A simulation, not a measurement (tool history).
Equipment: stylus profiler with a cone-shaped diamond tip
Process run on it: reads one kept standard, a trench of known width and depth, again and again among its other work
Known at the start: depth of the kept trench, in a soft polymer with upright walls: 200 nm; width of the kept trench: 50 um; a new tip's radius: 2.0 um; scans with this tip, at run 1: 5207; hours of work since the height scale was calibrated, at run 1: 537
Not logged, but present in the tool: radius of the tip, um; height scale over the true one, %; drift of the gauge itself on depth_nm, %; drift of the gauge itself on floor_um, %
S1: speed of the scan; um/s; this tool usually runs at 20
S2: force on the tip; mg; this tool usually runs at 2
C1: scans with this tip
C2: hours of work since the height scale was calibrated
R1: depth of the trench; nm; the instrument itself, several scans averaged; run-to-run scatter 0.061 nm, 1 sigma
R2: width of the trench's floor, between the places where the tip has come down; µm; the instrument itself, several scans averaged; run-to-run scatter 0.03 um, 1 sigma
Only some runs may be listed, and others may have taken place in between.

run     day  S1    S2    C1   C2      R1     R2
  1       0  20     2  5207  537  202.17  48.18
  2   1.542  20     2  5394  557  201.98  48.21
  3   3.646  20     2  5650  583  202.14  48.22
  4   5.867  20     2  5919  611  202.11  48.24
  5   7.508   8     2  6119  632   202.1  48.24
  6   8.825   8     2  6279  648   202.1  48.21
  7  10.604   8     2  6495  670  202.03  48.23
  8  12.742  26  1.73  6754  697  201.85  48.18
  9  14.396  34     2  6956  718   202.1  48.16
 10  15.892  34  1.73  7137  737  202.01  48.17
 11  17.304  34  1.73  7309  754  201.79  48.19
 12  18.638  67  0.69  7471  771  201.12     48
 13  19.792  10  0.79  7611  786   201.1   48.2
 14  21.112  36  1.25  7771  802  201.53  48.17

Branching from run 14: 4 alternative next runs. What would each branch give?
  A  23.167  53  4.02  8021  828   ?   ?
  B  23.167  20  1.09  8021  828   ?   ?
  C  23.167   5  5.75  8021  828   ?   ?
  D  23.167  48  4.94  8021  828   ?   ?

run      R1     R2
  A  203.27  48.15
  B  201.57  48.24
  C  204.09  48.22
  D   203.8  48.18
Had the tool no hidden state, the same runs would have come out as:
run      R1     R2
  A  203.26  48.17
  B  201.56  48.26
  C  204.08  48.24
  D  203.79   48.2
